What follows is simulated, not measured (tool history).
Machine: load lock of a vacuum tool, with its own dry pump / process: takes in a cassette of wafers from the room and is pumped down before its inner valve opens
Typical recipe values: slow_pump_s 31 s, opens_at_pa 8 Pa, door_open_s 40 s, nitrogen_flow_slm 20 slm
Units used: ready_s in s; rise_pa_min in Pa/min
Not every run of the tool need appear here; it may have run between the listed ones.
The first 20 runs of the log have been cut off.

run,day,slow_pump_s,opens_at_pa,door_open_s,nitrogen_flow_slm,hours that the pump has run since its overhaul,times that the door has closed on its seal,"incoming humidity of the room's air, %",ready_s,rise_pa_min
21,246.929,31,8,40,20,4184,38590,48.8,66.6,0.033
22,257.417,31,8,40,20,4436,39543,48,66.7,0.03
23,272.092,31,8,40,20,4788,40876,48,66.5,0.034
24,289.229,33,7,73,15,5199,42433,45.6,69,0.047
25,305.725,33,6,41,6,5595,43932,46.1,70.1,0.05
26,318.062,57,13,51,6,5891,45053,47.8,83.3,0.046
# day 332.408: door's seal changed, seat wiped
27,332.408,31,8,155,5,6234,0,47.9,66.8,0.11
28,340.917,31,8,155,5,6438,773,46.4,67.3,0.098
29,353.4,20,7,35,7,6738,1907,43.8,59.8,0.033
30,366.412,49,8,99,21,7050,3090,47.2,80.5,0.049
31,382.492,31,8,40,18,7436,4550,45.9,66.1,0.034
32,391.842,31,6,40,20,7660,5400,42.6,68.9,0.024
33,406.6,31,6,40,20,8014,6741,48.6,68.6,0.033
34,414.021,31,15,44,15,8193,7415,41,63.9,0.034
35,425.079,31,6,130,20,8458,8420,42.2,68,0.056
36,439.35,31,10,143,20,8800,9717,44.3,65.7,0.058
37,449.721,31,8,82,20,9049,10659,41.2,66.6,0.046

Each row is a separate what-if for the run after 37, all from the same tool condition, not one after another. Results?
A,464.467,40,6,55,20,9403,11999,46,?,?
B,464.467,58,8,40,20,9403,11999,47.9,?,?
C,464.467,31,9,91,29,9403,11999,44.4,?,?

run,ready_s,rise_pa_min
A,75,0.036
B,86.7,0.03
C,66.3,0.038
With no hidden state in the tool, these same runs would have given:
run,ready_s,rise_pa_min
A,75,0.036
B,86.7,0.03
C,66.3,0.037
